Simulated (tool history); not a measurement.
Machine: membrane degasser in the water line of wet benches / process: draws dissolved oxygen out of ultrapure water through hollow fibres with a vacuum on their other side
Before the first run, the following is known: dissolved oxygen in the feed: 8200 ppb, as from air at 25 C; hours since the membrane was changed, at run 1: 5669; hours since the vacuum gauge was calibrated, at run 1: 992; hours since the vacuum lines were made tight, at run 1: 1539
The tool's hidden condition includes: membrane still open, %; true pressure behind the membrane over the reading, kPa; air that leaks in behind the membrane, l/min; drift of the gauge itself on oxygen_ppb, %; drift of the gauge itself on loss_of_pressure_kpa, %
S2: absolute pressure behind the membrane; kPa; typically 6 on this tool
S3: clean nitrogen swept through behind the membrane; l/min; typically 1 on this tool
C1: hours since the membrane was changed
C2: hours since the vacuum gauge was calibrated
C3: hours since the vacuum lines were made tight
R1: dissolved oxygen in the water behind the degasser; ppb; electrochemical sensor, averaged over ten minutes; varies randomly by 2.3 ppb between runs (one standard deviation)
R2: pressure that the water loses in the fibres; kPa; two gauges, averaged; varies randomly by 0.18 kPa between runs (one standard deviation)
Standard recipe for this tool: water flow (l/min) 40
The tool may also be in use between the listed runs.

run 1 hour=0 | water_flow_(l/min)=40 S2=6 S3=1 | C1=5669 C2=992 C3=1539 | R1=220.4 R2=35.51
run 2 hour=95 | water_flow_(l/min)=40 S2=6 S3=0.66 | C1=5764 C2=1086 C3=1634 | R1=296.9 R2=35.47
run 3 hour=241.6 | water_flow_(l/min)=40 S2=6 S3=0.66 | C1=5910 C2=1233 C3=1780 | R1=306.2 R2=35.96
run 4 hour=384.8 | water_flow_(l/min)=40 S2=6 S3=0.66 | C1=6054 C2=1376 C3=1924 | R1=305.3 R2=35.55
run 5 hour=564.3 | water_flow_(l/min)=40 S2=6 S3=0.66 | C1=6233 C2=1556 C3=2103 | R1=304.6 R2=35.91
run 6 hour=676.3 | water_flow_(l/min)=46 S2=6.24 S3=0.54 | C1=6345 C2=1668 C3=2215 | R1=416.6 R2=40.93
run 7 hour=821.8 | water_flow_(l/min)=46 S2=6.24 S3=0.54 | C1=6491 C2=1813 C3=2361 | R1=419.4 R2=41.19
-- hour=838.8 vacuum gauge calibrated
run 8 hour=992.4 | water_flow_(l/min)=60 S2=13.04 S3=2.25 | C1=6661 C2=154 C3=2531 | R1=551.8 R2=53.66
run 9 hour=1189 | water_flow_(l/min)=50 S2=6 S3=1 | C1=6857 C2=350 C3=2727 | R1=273.4 R2=44.73
run 10 hour=1398.8 | water_flow_(l/min)=50 S2=6 S3=1 | C1=7067 C2=560 C3=2937 | R1=277.1 R2=45

Subtracting, for every run, the result it would have given without the tool's unlogged condition from the measured result gives the following. The same run-to-run variation enters both numbers; the gauge's scatter may not:
run=1 R1=+0.6 R2=+0.88
run=2 R1=+0.4 R2=+0.89
run=3 R1=+1.1 R2=+0.92
run=4 R1=+1.8 R2=+0.93
run=5 R1=+2.6 R2=+0.97
run=6 R1=+3.6 R2=+1.14
run=7 R1=+4.3 R2=+1.17
run=8 R1=+6.8 R2=+1.57
run=9 R1=+7.4 R2=+1.35
run=10 R1=+8.3 R2=+1.4
